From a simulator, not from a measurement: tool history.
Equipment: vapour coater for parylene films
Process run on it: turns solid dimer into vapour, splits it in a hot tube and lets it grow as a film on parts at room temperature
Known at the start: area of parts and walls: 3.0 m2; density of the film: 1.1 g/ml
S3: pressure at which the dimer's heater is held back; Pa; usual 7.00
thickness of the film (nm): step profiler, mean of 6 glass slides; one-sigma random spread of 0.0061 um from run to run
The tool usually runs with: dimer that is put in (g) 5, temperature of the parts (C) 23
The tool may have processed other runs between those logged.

{"run": 1, "hour": 0.0, "dimer that is put in (g)": 5, "temperature of the parts (C)": 23, "S3": 7.0, "thickness of the film (nm)": 906}
{"run": 2, "hour": 28.5, "dimer that is put in (g)": 5, "temperature of the parts (C)": 23, "S3": 7.0, "thickness of the film (nm)": 905}
{"run": 3, "hour": 82.1, "dimer that is put in (g)": 5, "temperature of the parts (C)": 23, "S3": 7.0, "thickness of the film (nm)": 912}
{"run": 4, "hour": 132.8, "dimer that is put in (g)": 5, "temperature of the parts (C)": 23, "S3": 7.0, "thickness of the film (nm)": 887}
{"run": 5, "hour": 183.6, "dimer that is put in (g)": 5, "temperature of the parts (C)": 23, "S3": 7.0, "thickness of the film (nm)": 891}
{"run": 6, "hour": 208.8, "dimer that is put in (g)": 5, "temperature of the parts (C)": 23, "S3": 7.0, "thickness of the film (nm)": 890}
{"run": 7, "hour": 244.3, "dimer that is put in (g)": 5, "temperature of the parts (C)": 23, "S3": 7.0, "thickness of the film (nm)": 864}
{"run": 8, "hour": 299.6, "dimer that is put in (g)": 5, "temperature of the parts (C)": 23, "S3": 7.0, "thickness of the film (nm)": 871}
{"run": 9, "hour": 335.1, "dimer that is put in (g)": 5, "temperature of the parts (C)": 22, "S3": 7.0, "thickness of the film (nm)": 907}
{"run": 10, "hour": 380.9, "dimer that is put in (g)": 5, "temperature of the parts (C)": 22, "S3": 7.0, "thickness of the film (nm)": 896}
{"run": 11, "hour": 425.2, "dimer that is put in (g)": 5, "temperature of the parts (C)": 22, "S3": 7.0, "thickness of the film (nm)": 892}
{"run": 12, "hour": 477.6, "dimer that is put in (g)": 5, "temperature of the parts (C)": 23, "S3": 7.0, "thickness of the film (nm)": 859}
{"run": 13, "hour": 510.2, "dimer that is put in (g)": 5, "temperature of the parts (C)": 23, "S3": 7.0, "thickness of the film (nm)": 841}
{"hour": 528.5, "done": "trap's valve overhauled"}
{"run": 14, "hour": 557.9, "dimer that is put in (g)": 5, "temperature of the parts (C)": 23, "S3": 7.0, "thickness of the film (nm)": 940}
{"run": 15, "hour": 612.7, "dimer that is put in (g)": 5, "temperature of the parts (C)": 15, "S3": 7.0, "thickness of the film (nm)": 1312}
{"run": 16, "hour": 641.8, "dimer that is put in (g)": 5, "temperature of the parts (C)": 23, "S3": 7.0, "thickness of the film (nm)": 935}
{"run": 17, "hour": 666.7, "dimer that is put in (g)": 5, "temperature of the parts (C)": 23, "S3": 7.0, "thickness of the film (nm)": 932}
{"run": 18, "hour": 708.2, "dimer that is put in (g)": 5, "temperature of the parts (C)": 23, "S3": 7.0, "thickness of the film (nm)": 919}
{"run": 19, "hour": 740.6, "dimer that is put in (g)": 5, "temperature of the parts (C)": 23, "S3": 7.0, "thickness of the film (nm)": 906}
{"run": 20, "hour": 797.0, "dimer that is put in (g)": 5, "temperature of the parts (C)": 23, "S3": 7.0, "thickness of the film (nm)": 900}
{"run": 21, "hour": 827.4, "dimer that is put in (g)": 5, "temperature of the parts (C)": 23, "S3": 7.0, "thickness of the film (nm)": 908}
{"run": 22, "hour": 861.4, "dimer that is put in (g)": 5, "temperature of the parts (C)": 23, "S3": 7.0, "thickness of the film (nm)": 903}
{"run": 23, "hour": 889.2, "dimer that is put in (g)": 5, "temperature of the parts (C)": 23, "S3": 7.0, "thickness of the film (nm)": 900}
{"run": 24, "hour": 918.5, "dimer that is put in (g)": 3, "temperature of the parts (C)": 28, "S3": 7.0, "thickness of the film (nm)": 444}
{"run": 25, "hour": 954.2, "dimer that is put in (g)": 5, "temperature of the parts (C)": 23, "S3": 4.71, "thickness of the film (nm)": 978}
{"hour": 960.2, "done": "table's thermometer calibrated"}
{"run": 26, "hour": 1008.9, "dimer that is put in (g)": 3, "temperature of the parts (C)": 28, "S3": 10.36, "thickness of the film (nm)": 389}
{"run": 27, "hour": 1035.9, "dimer that is put in (g)": 5, "temperature of the parts (C)": 15, "S3": 2.41, "thickness of the film (nm)": 1394}
{"run": 28, "hour": 1072.5, "dimer that is put in (g)": 6, "temperature of the parts (C)": 25, "S3": 5.86, "thickness of the film (nm)": 984}
{"hour": 1111.9, "done": "table's thermometer calibrated, once more"}
{"run": 29, "hour": 1125.1, "dimer that is put in (g)": 5, "temperature of the parts (C)": 23, "S3": 7.0, "thickness of the film (nm)": 902}
{"run": 30, "hour": 1178.0, "dimer that is put in (g)": 5, "temperature of the parts (C)": 23, "S3": 7.0, "thickness of the film (nm)": 910}
{"run": 31, "hour": 1231.5, "dimer that is put in (g)": 9, "temperature of the parts (C)": 16, "S3": 10.01, "thickness of the film (nm)": 1993}
{"run": 32, "hour": 1275.4, "dimer that is put in (g)": 2, "temperature of the parts (C)": 19, "S3": 10.01, "thickness of the film (nm)": 385}
{"run": 33, "hour": 1310.3, "dimer that is put in (g)": 7, "temperature of the parts (C)": 32, "S3": 8.91, "thickness of the film (nm)": 800}
{"run": 34, "hour": 1358.3, "dimer that is put in (g)": 7, "temperature of the parts (C)": 34, "S3": 8.91, "thickness of the film (nm)": 729}
{"hour": 1389.4, "done": "trap's valve overhauled"}
{"run": 35, "hour": 1416.9, "dimer that is put in (g)": 5, "temperature of the parts (C)": 34, "S3": 5.7, "thickness of the film (nm)": 630}
{"run": 36, "hour": 1440.7, "dimer that is put in (g)": 6, "temperature of the parts (C)": 34, "S3": 5.7, "thickness of the film (nm)": 767}
{"run": 37, "hour": 1468.0, "dimer that is put in (g)": 2, "temperature of the parts (C)": 31, "S3": 7.0, "thickness of the film (nm)": 256}
{"run": 38, "hour": 1518.7, "dimer that is put in (g)": 2, "temperature of the parts (C)": 18, "S3": 2.64, "thickness of the film (nm)": 581}
{"run": 39, "hour": 1562.3, "dimer that is put in (g)": 5, "temperature of the parts (C)": 32, "S3": 2.78, "thickness of the film (nm)": 798}
{"run": 40, "hour": 1605.5, "dimer that is put in (g)": 3, "temperature of the parts (C)": 18, "S3": 7.0, "thickness of the film (nm)": 701}

What will run 41 give?
{"run": 41, "hour": 1637.3, "dimer that is put in (g)": 2, "temperature of the parts (C)": 16, "S3": 6.74, "thickness of the film (nm)": "?"}

thickness of the film (nm): 522
With no hidden state in the tool, this same run would have given thickness of the film (nm) 546.
